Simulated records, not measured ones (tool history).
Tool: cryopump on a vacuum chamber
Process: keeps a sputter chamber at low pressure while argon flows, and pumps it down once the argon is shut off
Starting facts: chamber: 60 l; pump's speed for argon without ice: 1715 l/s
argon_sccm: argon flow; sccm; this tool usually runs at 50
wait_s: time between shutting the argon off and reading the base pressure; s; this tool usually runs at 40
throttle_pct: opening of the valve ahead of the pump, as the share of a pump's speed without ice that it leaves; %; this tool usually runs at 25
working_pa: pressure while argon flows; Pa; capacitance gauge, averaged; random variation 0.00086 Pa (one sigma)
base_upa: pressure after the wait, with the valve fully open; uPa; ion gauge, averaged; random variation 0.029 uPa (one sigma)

Run 1, day 0.000: usual settings. Result: working_pa 0.1981 Pa, base_upa 2.16 uPa.
Run 2, day 0.650: usual settings. Result: working_pa 0.1991 Pa, base_upa 2.08 uPa.
Run 3, day 1.204: usual settings. Result: working_pa 0.1977 Pa, base_upa 2.11 uPa.
Run 4, day 1.538: usual settings. Result: working_pa 0.1988 Pa, base_upa 2.07 uPa.
Run 5, day 2.196: usual settings. Result: working_pa 0.1991 Pa, base_upa 2.04 uPa.
Run 6, day 2.517: usual settings. Result: working_pa 0.1990 Pa, base_upa 2.16 uPa.
Run 7, day 3.183: usual settings but throttle_pct 31 %. Result: working_pa 0.1603 Pa, base_upa 2.11 uPa.
Run 8, day 3.654: usual settings but argon_sccm 51 sccm, throttle_pct 31 %. Result: working_pa 0.1655 Pa, base_upa 2.10 uPa.
Run 9, day 3.983: usual settings but argon_sccm 51 sccm, throttle_pct 31 %. Result: working_pa 0.1652 Pa, base_upa 2.23 uPa.
Run 10, day 4.446: usual settings but wait_s 74 s, throttle_pct 45 %. Result: working_pa 0.1117 Pa, base_upa 1.61 uPa.
Run 11, day 5.075: usual settings but argon_sccm 27 sccm, wait_s 25 s, throttle_pct 42 %. Result: working_pa 0.0651 Pa, base_upa 2.87 uPa.
Run 12, day 5.471: usual settings but wait_s 74 s, throttle_pct 34 %. Result: working_pa 0.1495 Pa, base_upa 1.61 uPa.

For some of the steps in working_pa from one run to the next: how much would appear even if the tool had no hidden state, given the settings, what came in and random variation, and how much remains for the hidden state plus any gauge scatter that the measured result and the result without hidden state don't share?
The hidden state here: pump's speed, % of a pump's without ice; cold plate's temperature, K; leak into the chamber, uPa l/s; drift of the gauge itself on working_pa, %; drift of the gauge itself on base_upa, %.
Run 11 -> 12: argon_sccm 27 -> 50, wait_s 25 -> 74, throttle_pct 42 -> 34. working_pa +0.0844 Pa: hidden state +0.0019, all else +0.0825.
